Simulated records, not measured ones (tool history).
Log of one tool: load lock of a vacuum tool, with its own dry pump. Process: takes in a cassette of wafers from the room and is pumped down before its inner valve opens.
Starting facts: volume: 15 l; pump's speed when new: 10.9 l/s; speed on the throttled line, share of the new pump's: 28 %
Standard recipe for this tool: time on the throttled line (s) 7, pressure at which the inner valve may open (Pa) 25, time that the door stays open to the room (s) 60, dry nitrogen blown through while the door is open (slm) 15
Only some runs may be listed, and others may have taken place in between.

run	day	time on the throttled line (s)	pressure at which the inner valve may open (Pa)	time that the door stays open to the room (s)	dry nitrogen blown through while the door is open (slm)	incoming humidity of the room's air, %	time from the closed door until the inner valve may open (s)	rise of the pressure with all valves shut (Pa/min)
1	0.000	7	25	60	15	46.3	17.6	0.168
2	11.888	5	25	60	15	47.0	16.4	0.167
3	22.900	7	25	201	15	42.7	17.3	0.206
4	30.583	7	25	60	4	44.3	17.8	0.204
5	41.542	7	25	60	4	42.8	17.7	0.200
6	48.417	7	25	38	15	42.3	17.6	0.167
7	54.046	7	25	31	15	39.6	17.9	0.158
8	59.917	7	25	31	15	45.3	18.2	0.165
9	73.742	7	25	60	15	42.7	17.6	0.184
10	84.150	7	25	60	15	42.9	17.7	0.191
11	92.975	4	25	60	15	44.7	15.8	0.197
12	102.788	11	25	60	15	45.7	20.8	0.202
13	110.188	7	25	60	15	44.6	17.7	0.201
14	124.033	7	28	60	15	43.3	18.4	0.203
15	133.183	7	33	60	15	42.5	17.7	0.201
16	144.000	8	33	37	15	43.6	18.2	0.202

Estimate the outcome of run 17 from the log above:
17	149.779	8	33	37	15	43.3	?	?

{"run 17": {"time from the closed door until the inner valve may open (s)": 18.2, "rise of the pressure with all valves shut (Pa/min)": 0.198}}
Had the tool carried no hidden state, the very same run would have given time from the closed door until the inner valve may open (s) 16.7, rise of the pressure with all valves shut (Pa/min) 0.064.

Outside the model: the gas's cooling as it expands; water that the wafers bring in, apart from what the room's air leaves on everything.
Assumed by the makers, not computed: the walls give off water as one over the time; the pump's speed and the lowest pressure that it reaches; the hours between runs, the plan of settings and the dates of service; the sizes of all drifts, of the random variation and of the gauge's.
